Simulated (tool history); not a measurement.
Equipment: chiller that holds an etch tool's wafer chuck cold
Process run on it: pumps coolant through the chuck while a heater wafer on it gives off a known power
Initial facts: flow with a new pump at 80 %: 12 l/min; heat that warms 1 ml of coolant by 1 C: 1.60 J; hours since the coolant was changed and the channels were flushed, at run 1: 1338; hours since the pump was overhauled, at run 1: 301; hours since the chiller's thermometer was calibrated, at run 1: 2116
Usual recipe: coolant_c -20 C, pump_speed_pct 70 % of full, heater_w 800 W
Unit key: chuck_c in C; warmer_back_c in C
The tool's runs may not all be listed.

run	hour	coolant_c	pump_speed_pct	heater_w	hours since the coolant was changed and the channels were flushed	hours since the pump was overhauled	hours since the chiller's thermometer was calibrated	chuck_c	warmer_back_c
1	0	-20	70	800	1338	301	2116	-9.9	2.93
2	76.9	-20	70	800	1415	378	2193	-9.9	2.96
3	158.8	-20	70	800	1497	460	2275	-9.8	3
4	246	-20	70	800	1584	547	2362	-9.6	2.9
5	301.4	-20	62	800	1640	603	2418	-9	3.34
6	382.3	-30	70	800	1721	684	2498	-19.6	2.91
7	441	-20	70	440	1779	742	2557	-14	1.6
# hour 515.6: chiller's thermometer calibrated
8	520.8	-20	70	444	1858	821	5	-14.6	1.68
9	598	-20	70	444	1935	898	82	-14.5	1.64
10	676.4	-20	70	1161	2014	977	161	-5.4	4.31
11	718.7	-20	70	1161	2056	1019	203	-5.6	4.26
12	772.5	-20	70	1161	2110	1073	257	-5.3	4.28
13	864.6	-20	70	1161	2202	1165	349	-5.3	4.3
14	928.8	-26	70	800	2266	1229	413	-15.8	3.04
15	1024.9	-20	70	800	2362	1325	509	-9.7	2.98
16	1103.3	-20	70	800	2441	1404	588	-9.7	2.99
17	1159.1	-25	99	427	2496	1459	643	-20.6	1.14
18	1254.5	-27	91	833	2592	1555	739	-17.8	2.46
19	1325.3	-27	91	833	2663	1626	810	-17.7	2.48
20	1380.3	-27	91	833	2718	1681	865	-17.7	2.43
21	1436.7	-20	94	1128	2774	1737	921	-7.6	3.25
22	1490	-23	67	800	2827	1790	974	-12	3.24
23	1542.2	-19	98	800	2880	1842	1027	-10.3	2.17
24	1588.9	-27	70	403	2926	1889	1073	-21.8	1.61
25	1650.6	-27	70	639	2988	1951	1135	-18.3	2.43
26	1702	-27	70	639	3039	2002	1186	-18.1	2.53
27	1782.1	-20	60	435	3119	2082	1267	-13	2.02
28	1867.9	-21	72	1025	3205	2168	1352	-7.3	3.85
29	1910	-21	72	1025	3247	2210	1394	-7.3	3.95
30	1992.9	-21	72	1025	3330	2293	1477	-7.2	3.93
31	2054.2	-21	72	1025	3391	2354	1539	-6.9	3.97

A few steps of chuck_c between consecutive runs. Split each: what settings, incoming material and random variation would produce without the hidden state, and what is left over for the hidden state, along with gauge scatter present in only one of the two compared results (measured, and without hidden state):
The tool's hidden condition here consists of: heat passed by the chuck's channels, % of clean ones'; flow at a given pump speed, % of a new pump's; coolant's true temperature over the reading, C; drift of the gauge itself on chuck_c, C; drift of the gauge itself on warmer_back_c, C.
Run 5 -> 6: coolant_c -20 -> -30, pump_speed_pct 62 -> 70. chuck_c -10.6 C: hidden state +0, all else -10.6.
Run 7 -> 8: heater_w 440 -> 444, chiller's thermometer calibrated. chuck_c -0.6 C: hidden state -0.6, all else +0.
Run 9 -> 10: heater_w 444 -> 1161. chuck_c +9.1 C: hidden state +0.8, all else +8.3.
Run 16 -> 17: coolant_c -20 -> -25, pump_speed_pct 70 -> 99, heater_w 800 -> 427. chuck_c -10.9 C: hidden state -0.6, all else -10.3.
Run 23 -> 24: coolant_c -19 -> -27, pump_speed_pct 98 -> 70, heater_w 800 -> 403. chuck_c -11.5 C: hidden state -0.5, all else -11.
Run 27 -> 28: coolant_c -20 -> -21, pump_speed_pct 60 -> 72, heater_w 435 -> 1025. chuck_c +5.7 C: hidden state +1, all else +4.7.
